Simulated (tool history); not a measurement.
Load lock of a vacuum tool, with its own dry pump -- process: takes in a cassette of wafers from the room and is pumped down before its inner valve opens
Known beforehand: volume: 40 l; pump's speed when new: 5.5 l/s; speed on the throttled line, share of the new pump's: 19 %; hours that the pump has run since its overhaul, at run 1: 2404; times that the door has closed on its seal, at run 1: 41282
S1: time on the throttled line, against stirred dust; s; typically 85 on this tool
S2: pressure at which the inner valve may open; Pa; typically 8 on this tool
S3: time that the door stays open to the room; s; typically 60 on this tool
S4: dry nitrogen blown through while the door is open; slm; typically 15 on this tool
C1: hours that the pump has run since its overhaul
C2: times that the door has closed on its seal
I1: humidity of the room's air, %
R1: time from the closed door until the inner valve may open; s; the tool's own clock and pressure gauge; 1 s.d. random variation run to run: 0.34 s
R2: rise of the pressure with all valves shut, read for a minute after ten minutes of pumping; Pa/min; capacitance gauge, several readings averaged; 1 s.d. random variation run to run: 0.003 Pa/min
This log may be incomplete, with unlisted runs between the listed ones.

| run | hour | S1 | S2 | S3 | S4 | C1 | C2 | I1 | R1 | R2 |
|---|---|---|---|---|---|---|---|---|---|---|
| 1 | 0 | 85 | 8 | 60 | 15 | 2404 | 41282 | 48.8 | 138.1 | 0.106 |
| 2 | 60.1 | 85 | 8 | 60 | 15 | 2464 | 41576 | 43.6 | 138 | 0.106 |
| 3 | 200.6 | 85 | 7 | 60 | 15 | 2605 | 42262 | 46.5 | 139.1 | 0.109 |
| 4 | 271.8 | 85 | 8 | 60 | 15 | 2676 | 42610 | 42.6 | 138.7 | 0.106 |
| 5 | 335 | 102 | 8 | 60 | 15 | 2739 | 42920 | 46.4 | 151.8 | 0.113 |
| 6 | 438.6 | 102 | 8 | 60 | 15 | 2843 | 43426 | 46.2 | 152.1 | 0.111 |
| 7 | 502.4 | 102 | 8 | 60 | 15 | 2907 | 43738 | 44.6 | 152 | 0.115 |
| 8 | 643.7 | 102 | 8 | 60 | 15 | 3048 | 44428 | 45.8 | 151.9 | 0.112 |
| 9 | 777.1 | 102 | 8 | 60 | 15 | 3181 | 45080 | 45.5 | 152.3 | 0.118 |
| 10 | 872.4 | 102 | 8 | 60 | 15 | 3277 | 45546 | 46.7 | 152.3 | 0.121 |
| 11 | 1007.6 | 102 | 8 | 60 | 15 | 3412 | 46208 | 44.8 | 152 | 0.12 |
| 12 | 1130.2 | 102 | 8 | 60 | 15 | 3534 | 46807 | 44.8 | 152.1 | 0.122 |
| 13 | 1264.3 | 102 | 8 | 60 | 15 | 3669 | 47462 | 45 | 152.3 | 0.128 |
| 14 | 1355.7 | 102 | 8 | 60 | 15 | 3760 | 47909 | 46.6 | 151.7 | 0.124 |
| 15 | 1452.6 | 102 | 8 | 60 | 15 | 3857 | 48383 | 41.2 | 152.3 | 0.12 |
| 16 | 1581.7 | 102 | 7 | 60 | 9 | 3986 | 49014 | 46.1 | 153.1 | 0.136 |
| 17 | 1710.2 | 85 | 11 | 60 | 15 | 4114 | 49642 | 44.2 | 135.8 | 0.127 |
| 18 | 1794.7 | 73 | 15 | 26 | 15 | 4199 | 50055 | 43 | 123.9 | 0.123 |
| 19 | 1861.8 | 85 | 8 | 60 | 4 | 4266 | 50383 | 43.5 | 138.6 | 0.143 |
| 20 | 1966.1 | 85 | 8 | 60 | 7 | 4370 | 50893 | 40.4 | 138.9 | 0.135 |
| 21 | 2087 | 85 | 8 | 60 | 7 | 4491 | 51484 | 48.5 | 138.4 | 0.143 |
| 22 | 2213.3 | 83 | 9 | 60 | 15 | 4617 | 52101 | 46.8 | 136.6 | 0.139 |

Predict the results of run 23:
| 23 | 2305.7 | 85 | 8 | 26 | 15 | 4710 | 52553 | 41.2 | ? | ? |

R1: 138.9 s
R2: 0.124 Pa/min
On a tool with no hidden condition, and with the same random variation, this run would have come out at R1 137.7 s, R2 0.02 Pa/min.
